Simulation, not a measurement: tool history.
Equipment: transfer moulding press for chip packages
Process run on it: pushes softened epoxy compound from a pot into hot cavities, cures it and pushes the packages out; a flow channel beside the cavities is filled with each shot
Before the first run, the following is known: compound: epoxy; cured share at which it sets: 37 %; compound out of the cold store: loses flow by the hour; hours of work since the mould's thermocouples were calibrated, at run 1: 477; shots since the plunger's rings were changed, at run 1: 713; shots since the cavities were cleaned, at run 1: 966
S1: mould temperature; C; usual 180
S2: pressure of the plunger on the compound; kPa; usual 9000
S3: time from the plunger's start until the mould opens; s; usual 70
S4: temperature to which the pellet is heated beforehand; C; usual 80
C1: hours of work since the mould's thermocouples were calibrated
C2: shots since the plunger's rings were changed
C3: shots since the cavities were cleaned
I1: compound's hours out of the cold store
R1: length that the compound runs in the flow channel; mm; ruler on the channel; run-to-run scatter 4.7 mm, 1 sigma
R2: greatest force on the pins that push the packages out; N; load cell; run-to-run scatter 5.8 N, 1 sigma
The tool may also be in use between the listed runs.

run   hour   S1     S2   S3  S4   C1    C2   C3    I1   R1   R2
  1    0.0  180   9000   70  80  477   713  966  41.4  773  206
       4.1  -- cavities cleaned with cleaning compound and waxed
  2   16.7  180   9000   70  80  487   987  228  14.7  875  230
  3   29.3  180   9000   52  80  495  1212  453  38.7  786  469
  4   46.7  175   9000   70  80  507  1526  767   8.6  923  321
  5   59.0  180   9000   70  80  515  1747  988  36.7  793  223
      62.0  -- cavities cleaned with cleaning compound and waxed
  6   75.2  180   9000   70  75  525  2011  237  11.5  878  228
  7   86.5  180   9000   70  75  532  2214  440  28.6  816  228
  8   95.6  180   9000   70  75  538  2378  604  14.7  881  238
  9  104.8  180   9000   70  75  544  2542  768   8.4  892  239
     120.0  -- cavities cleaned with cleaning compound and waxed
 10  123.2  180   9000   70  78  556  2847   57  29.0  827  218
 11  133.4  180   9000   70  80  563  3031  241  19.5  845  221
 12  149.8  180   9190   70  80  573  3325  535  33.3  815  225
 13  162.3  172   9190   70  80  582  3550  760  20.2  886  387
     177.8  -- cavities cleaned with cleaning compound and waxed
 14  179.6  172   9190   70  80  592  3833   31  21.0  883  374
 15  193.1  186   7830   61  83  601  4076  274  41.5  701  207
 16  208.9  181  10860   58  81  612  4361  559  14.5  964  346
 17  226.8  181  10860   58  81  624  4681  879   8.9  984  348
     235.7  -- cavities cleaned with cleaning compound and waxed
 18  241.8  181   9000   70  80  633  4924  109  41.5  771  199
     245.5  -- plunger's sealing rings changed
 19  253.5  180   9000   70  79  639   146  276  16.0  868  223
 20  268.3  180   9000   70  79  649   411  541  12.5  891  234
 21  281.9  175   8440   63  73  658   656  786  35.4  776  389
     296.5  -- cavities cleaned with cleaning compound and waxed
 22  297.1  175   8440   99  81  667   902   11  35.3  783  173
 23  311.3  175   8440   79  81  676  1157  266  16.0  863  229
 24  320.9  175   8440   79  81  683  1329  438  14.2  873  228
 25  338.9  180   8330  108  71  695  1653  762  37.9  756  165
 26  348.6  180   6900   70  80  701  1828  937  34.4  704  222
     354.3  -- cavities cleaned with cleaning compound and waxed
 27  370.2  180   9570   70  75  715  2189  286  14.0  900  238

Measured minus without-hidden-state, run by run (identical run-to-run variation in each term; gauge scatter may differ):
Hidden conditions of the tool in this case: true mould temperature over the reading, C; pressure that reaches the compound, % of what is set; grip of the stained cavities, % over clean ones'; drift of the gauge itself on flow_mm, %; drift of the gauge itself on push_out_n, %.
run  R2
  1  +4
  2  +2
  3  +6
  4  +5
  5  +4
  6  +2
  7  +3
  8  +3
  9  +4
 10  +1
 11  +2
 12  +3
 13  +7
 14  +1
 15  +2
 16  +4
 17  +6
 18  +1
 19  +2
 20  +3
 21  +6
 22  +1
 23  +3
 24  +3
 25  +2
 26  +4
 27  +3
R1: at most 1 mm away from the measurement, every run.
